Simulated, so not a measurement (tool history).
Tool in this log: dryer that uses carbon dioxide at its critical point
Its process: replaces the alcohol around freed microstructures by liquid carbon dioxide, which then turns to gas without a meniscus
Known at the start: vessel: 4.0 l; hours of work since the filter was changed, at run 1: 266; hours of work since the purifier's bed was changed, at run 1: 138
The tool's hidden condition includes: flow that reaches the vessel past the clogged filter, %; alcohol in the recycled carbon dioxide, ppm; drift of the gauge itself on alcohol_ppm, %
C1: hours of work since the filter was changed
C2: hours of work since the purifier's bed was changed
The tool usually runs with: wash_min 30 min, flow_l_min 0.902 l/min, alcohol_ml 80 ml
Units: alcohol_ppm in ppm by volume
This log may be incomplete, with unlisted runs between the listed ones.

Run 1, hour 0: usual settings; C1 266; C2 138. Result: alcohol_ppm 272 ppm by volume.
Run 2, hour 20.4: usual settings but flow_l_min 0.786 l/min; C1 282; C2 154. Result: alcohol_ppm 489 ppm by volume.
Run 3, hour 42.4: usual settings but flow_l_min 0.786 l/min, alcohol_ml 57 ml; C1 300; C2 172. Result: alcohol_ppm 367 ppm by volume.
Run 4, hour 52.9: usual settings; C1 308; C2 180. Result: alcohol_ppm 297 ppm by volume.
Run 5, hour 77.2: usual settings; C1 327; C2 199. Result: alcohol_ppm 306 ppm by volume.
Run 6, hour 89.1: usual settings; C1 337; C2 208. Result: alcohol_ppm 313 ppm by volume.
Run 7, hour 100.8: usual settings; C1 346; C2 218. Result: alcohol_ppm 315 ppm by volume.
Run 8, hour 112.5: usual settings but alcohol_ml 45 ml; C1 355; C2 227. Result: alcohol_ppm 207 ppm by volume.
Run 9, hour 131.7: usual settings but alcohol_ml 45 ml; C1 370; C2 242. Result: alcohol_ppm 214 ppm by volume.
Run 10, hour 156.9: usual settings but wash_min 24 min; C1 390; C2 262. Result: alcohol_ppm 712 ppm by volume.
Run 11, hour 174.7: usual settings but wash_min 24 min; C1 404; C2 276. Result: alcohol_ppm 747 ppm by volume.
Run 12, hour 191.3: usual settings; C1 417; C2 289. Result: alcohol_ppm 369 ppm by volume.
At hour 208.2: inlet filter changed.
Run 13, hour 209.9: usual settings; C1 1; C2 303. Result: alcohol_ppm 226 ppm by volume.
Run 14, hour 221.2: usual settings; C1 10; C2 312. Result: alcohol_ppm 230 ppm by volume.
Run 15, hour 236.8: usual settings; C1 23; C2 324. Result: alcohol_ppm 227 ppm by volume.
Run 16, hour 259.3: usual settings but wash_min 24 min, flow_l_min 0.912 l/min; C1 40; C2 342. Result: alcohol_ppm 488 ppm by volume.
Run 17, hour 280.9: usual settings but wash_min 31 min, flow_l_min 1.158 l/min, alcohol_ml 57 ml; C1 57; C2 359. Result: alcohol_ppm 97 ppm by volume.
Run 18, hour 295.6: usual settings but wash_min 31 min, flow_l_min 0.822 l/min, alcohol_ml 102 ml; C1 69; C2 370. Result: alcohol_ppm 374 ppm by volume.
Run 19, hour 308.6: usual settings but wash_min 24 min, flow_l_min 1.126 l/min, alcohol_ml 36 ml; C1 79; C2 381. Result: alcohol_ppm 167 ppm by volume.
Run 20, hour 334.3: usual settings but wash_min 24 min, flow_l_min 1.126 l/min, alcohol_ml 36 ml; C1 99; C2 401. Result: alcohol_ppm 166 ppm by volume.
Run 21, hour 347.4: usual settings but wash_min 24 min, flow_l_min 1.126 l/min, alcohol_ml 36 ml; C1 110; C2 411. Result: alcohol_ppm 157 ppm by volume.
Run 22, hour 357.9: usual settings but wash_min 24 min, flow_l_min 1.51 l/min, alcohol_ml 36 ml; C1 118; C2 419. Result: alcohol_ppm 102 ppm by volume.
Run 23, hour 377.5: usual settings but wash_min 24 min, flow_l_min 0.673 l/min, alcohol_ml 110 ml; C1 133; C2 435. Result: alcohol_ppm 1857 ppm by volume.
Run 24, hour 401.4: usual settings but alcohol_ml 41 ml; C1 152; C2 454. Result: alcohol_ppm 188 ppm by volume.
Run 25, hour 423.8: usual settings but flow_l_min 1.037 l/min; C1 170; C2 471. Result: alcohol_ppm 196 ppm by volume.
Run 26, hour 446.8: usual settings but wash_min 28 min, flow_l_min 1.269 l/min; C1 188; C2 489. Result: alcohol_ppm 144 ppm by volume.
Run 27, hour 465.3: usual settings but wash_min 46 min, alcohol_ml 120 ml; C1 203; C2 504. Result: alcohol_ppm 128 ppm by volume.
Run 28, hour 479.1: usual settings but wash_min 47 min; C1 213; C2 515. Result: alcohol_ppm 118 ppm by volume.
Run 29, hour 501.2: usual settings but wash_min 34 min, flow_l_min 0.823 l/min, alcohol_ml 36 ml; C1 231; C2 532. Result: alcohol_ppm 197 ppm by volume.
Run 30, hour 512.7: usual settings but wash_min 34 min, flow_l_min 0.823 l/min, alcohol_ml 36 ml; C1 240; C2 541. Result: alcohol_ppm 200 ppm by volume.

What if the next run were any one of these 3? Each begins from the tool's condition after run 30:
Run A, hour 524.6: usual settings but wash_min 47 min, flow_l_min 1.427 l/min, alcohol_ml 113 ml; C1 249; C2 551. Result: alcohol_ppm ?.
Run B, hour 524.6: usual settings but wash_min 31 min, flow_l_min 0.788 l/min, alcohol_ml 35 ml; C1 249; C2 551. Result: alcohol_ppm ?.
Run C, hour 524.6: usual settings but wash_min 23 min, flow_l_min 0.77 l/min, alcohol_ml 36 ml; C1 249; C2 551. Result: alcohol_ppm ?.

run  alcohol_ppm
  A           98
  B          257
  C          605
Take away the tool's hidden state, keep each run's random variation, and the runs would have read:
run  alcohol_ppm
  A            0
  B          108
  C          386

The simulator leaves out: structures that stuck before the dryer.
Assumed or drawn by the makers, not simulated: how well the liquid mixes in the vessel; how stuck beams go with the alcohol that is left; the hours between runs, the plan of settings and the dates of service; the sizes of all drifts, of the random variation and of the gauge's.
